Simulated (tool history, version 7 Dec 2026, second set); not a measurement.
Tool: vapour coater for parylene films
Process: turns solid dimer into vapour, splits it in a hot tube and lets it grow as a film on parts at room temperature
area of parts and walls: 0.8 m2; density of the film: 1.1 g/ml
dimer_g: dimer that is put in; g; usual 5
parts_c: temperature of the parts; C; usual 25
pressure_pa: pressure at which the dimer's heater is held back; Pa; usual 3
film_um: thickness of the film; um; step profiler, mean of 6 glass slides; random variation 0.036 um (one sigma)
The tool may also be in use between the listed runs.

run 1 hour=0 | dimer_g=5 parts_c=25 pressure_pa=3 | film_um=3.4
run 2 hour=15.3 | dimer_g=5 parts_c=25 pressure_pa=3 | film_um=3.3
run 3 hour=31.1 | dimer_g=5 parts_c=25 pressure_pa=3 | film_um=3.31
run 4 hour=46.6 | dimer_g=5 parts_c=25 pressure_pa=3 | film_um=3.3
run 5 hour=58.9 | dimer_g=4 parts_c=25 pressure_pa=3 | film_um=2.63
run 6 hour=71.7 | dimer_g=4 parts_c=25 pressure_pa=3 | film_um=2.64
run 7 hour=85.1 | dimer_g=5 parts_c=32 pressure_pa=3 | film_um=2.51
run 8 hour=94.7 | dimer_g=5 parts_c=32 pressure_pa=3 | film_um=2.48
run 9 hour=107.9 | dimer_g=3 parts_c=25 pressure_pa=3 | film_um=1.98
-- hour=122.8 trap's valve overhauled
run 10 hour=127.7 | dimer_g=3 parts_c=25 pressure_pa=3 | film_um=2.23
run 11 hour=139.4 | dimer_g=5 parts_c=25 pressure_pa=3 | film_um=3.76
run 12 hour=153.2 | dimer_g=3 parts_c=25 pressure_pa=3 | film_um=2.18
run 13 hour=162.5 | dimer_g=3 parts_c=25 pressure_pa=3 | film_um=2.14
run 14 hour=173.2 | dimer_g=3 parts_c=25 pressure_pa=3 | film_um=2.18
run 15 hour=180.1 | dimer_g=5 parts_c=25 pressure_pa=11.63 | film_um=3.19
run 16 hour=189.6 | dimer_g=5 parts_c=25 pressure_pa=11.63 | film_um=3.28
run 17 hour=201.4 | dimer_g=5 parts_c=25 pressure_pa=11.63 | film_um=3.15
run 18 hour=210.7 | dimer_g=5 parts_c=25 pressure_pa=3 | film_um=3.61
run 19 hour=222.3 | dimer_g=5 parts_c=25 pressure_pa=3 | film_um=3.53
run 20 hour=237.6 | dimer_g=5 parts_c=25 pressure_pa=3 | film_um=3.58
-- hour=239.9 table's thermometer calibrated
run 21 hour=254.1 | dimer_g=5 parts_c=25 pressure_pa=3 | film_um=3.5
run 22 hour=262.8 | dimer_g=5 parts_c=17 pressure_pa=3 | film_um=4.8
run 23 hour=273.2 | dimer_g=5 parts_c=17 pressure_pa=3 | film_um=4.75
run 24 hour=282.2 | dimer_g=5 parts_c=17 pressure_pa=3 | film_um=4.8
run 25 hour=290.9 | dimer_g=7 parts_c=36 pressure_pa=3 | film_um=3.01
-- hour=303.8 table's thermometer calibrated, once more
run 26 hour=303.8 | dimer_g=7 parts_c=36 pressure_pa=3 | film_um=3.17
run 27 hour=318.5 | dimer_g=5 parts_c=32 pressure_pa=3 | film_um=2.64
run 28 hour=334.2 | dimer_g=9 parts_c=28 pressure_pa=3 | film_um=5.45
run 29 hour=345.9 | dimer_g=7 parts_c=22 pressure_pa=3 | film_um=5.41
run 30 hour=354.7 | dimer_g=7 parts_c=22 pressure_pa=3 | film_um=5.4
run 31 hour=366.5 | dimer_g=3 parts_c=20 pressure_pa=2.56 | film_um=2.63
run 32 hour=374.3 | dimer_g=3 parts_c=24 pressure_pa=4.5 | film_um=2.04
run 33 hour=388 | dimer_g=2 parts_c=22 pressure_pa=5.19 | film_um=1.47
run 34 hour=403.3 | dimer_g=4 parts_c=23 pressure_pa=2.64 | film_um=2.94
run 35 hour=419.9 | dimer_g=3 parts_c=27 pressure_pa=10.44 | film_um=1.64
run 36 hour=431.8 | dimer_g=3 parts_c=36 pressure_pa=3.39 | film_um=1.24
run 37 hour=443.6 | dimer_g=5 parts_c=25 pressure_pa=4.08 | film_um=3.22
run 38 hour=450.6 | dimer_g=5 parts_c=18 pressure_pa=5.16 | film_um=4.24
run 39 hour=463.1 | dimer_g=5 parts_c=17 pressure_pa=6.89 | film_um=4.32
-- hour=480.7 trap's valve overhauled
run 40 hour=480.8 | dimer_g=5 parts_c=17 pressure_pa=2.31 | film_um=5.43
run 41 hour=488.7 | dimer_g=5 parts_c=17 pressure_pa=2.31 | film_um=5.49
run 42 hour=501.6 | dimer_g=3 parts_c=25 pressure_pa=4.53 | film_um=2.17
run 43 hour=511.7 | dimer_g=3 parts_c=25 pressure_pa=4.53 | film_um=2.18
run 44 hour=524.8 | dimer_g=3 parts_c=25 pressure_pa=4.53 | film_um=2.14
run 45 hour=533.6 | dimer_g=2 parts_c=19 pressure_pa=2.44 | film_um=1.9
run 46 hour=550 | dimer_g=3 parts_c=27 pressure_pa=6.43 | film_um=1.9

Forecast each of these 3 alternatives for the next run:
run A hour=558.8 | dimer_g=2 parts_c=30 pressure_pa=3.04 | film_um=?
run B hour=558.8 | dimer_g=5 parts_c=25 pressure_pa=3 | film_um=?
run C hour=558.8 | dimer_g=2 parts_c=25 pressure_pa=3 | film_um=?

run=A film_um=1.17
run=B film_um=3.59
run=C film_um=1.49
Without the tool's hidden state the same runs would have given:
run=A film_um=1.21
run=B film_um=3.71
run=C film_um=1.53
